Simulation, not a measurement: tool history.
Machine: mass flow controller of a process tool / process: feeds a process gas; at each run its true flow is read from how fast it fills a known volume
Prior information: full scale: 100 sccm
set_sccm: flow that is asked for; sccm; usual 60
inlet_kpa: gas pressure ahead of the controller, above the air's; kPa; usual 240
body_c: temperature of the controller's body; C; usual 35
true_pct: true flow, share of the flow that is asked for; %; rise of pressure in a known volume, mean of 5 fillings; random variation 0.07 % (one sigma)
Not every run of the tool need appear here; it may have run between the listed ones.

Run 1, hour 0.0: usual settings. Result: true_pct 98.74 %.
Run 2, hour 172.1: usual settings but set_sccm 13 sccm. Result: true_pct 95.03 %.
Run 3, hour 361.1: usual settings. Result: true_pct 98.89 %.
Run 4, hour 691.7: usual settings. Result: true_pct 98.78 %.
Run 5, hour 848.4: usual settings. Result: true_pct 98.95 %.
Run 6, hour 1031.5: usual settings. Result: true_pct 99.01 %.
Run 7, hour 1351.8: usual settings. Result: true_pct 98.90 %.
At hour 1454.4: controller's zero set anew.
Run 8, hour 1498.6: usual settings but set_sccm 26 sccm. Result: true_pct 98.74 %.
Run 9, hour 1653.9: usual settings but set_sccm 98 sccm, inlet_kpa 213 kPa, body_c 22 C. Result: true_pct 102.26 %.
Run 10, hour 1824.8: usual settings but set_sccm 98 sccm, inlet_kpa 213 kPa, body_c 22 C. Result: true_pct 102.15 %.
Run 11, hour 2043.1: usual settings but set_sccm 98 sccm, inlet_kpa 213 kPa, body_c 22 C. Result: true_pct 102.18 %.
Run 12, hour 2339.3: usual settings but set_sccm 32 sccm, inlet_kpa 271 kPa, body_c 28 C. Result: true_pct 99.58 %.
Run 13, hour 2515.5: usual settings but set_sccm 32 sccm, inlet_kpa 271 kPa, body_c 26 C. Result: true_pct 99.80 %.
Run 14, hour 2701.0: usual settings but set_sccm 32 sccm, inlet_kpa 193 kPa, body_c 32 C. Result: true_pct 99.55 %.
Run 15, hour 2978.8: usual settings but set_sccm 32 sccm, inlet_kpa 176 kPa, body_c 34 C. Result: true_pct 99.44 %.

5 options for the next run, each taken on its own from the tool as it stands now. Forecast them:
Run A, hour 3279.7: usual settings but set_sccm 80 sccm, inlet_kpa 176 kPa, body_c 24 C. Result: true_pct ?.
Run B, hour 3279.7: usual settings but set_sccm 41 sccm, inlet_kpa 209 kPa, body_c 39 C. Result: true_pct ?.
Run C, hour 3279.7: usual settings but body_c 38 C. Result: true_pct ?.
Run D, hour 3279.7: usual settings but set_sccm 32 sccm, inlet_kpa 250 kPa, body_c 34 C. Result: true_pct ?.
Run E, hour 3279.7: usual settings but set_sccm 25 sccm, body_c 29 C. Result: true_pct ?.

run  true_pct
  A    101.93
  B     99.33
  C     99.86
  D     99.06
  E     99.32
Stripped of hidden state, with their random variation kept, the same runs would have yielded:
run  true_pct
  A     99.53
  B     97.08
  C     97.51
  D     96.90
  E     97.27
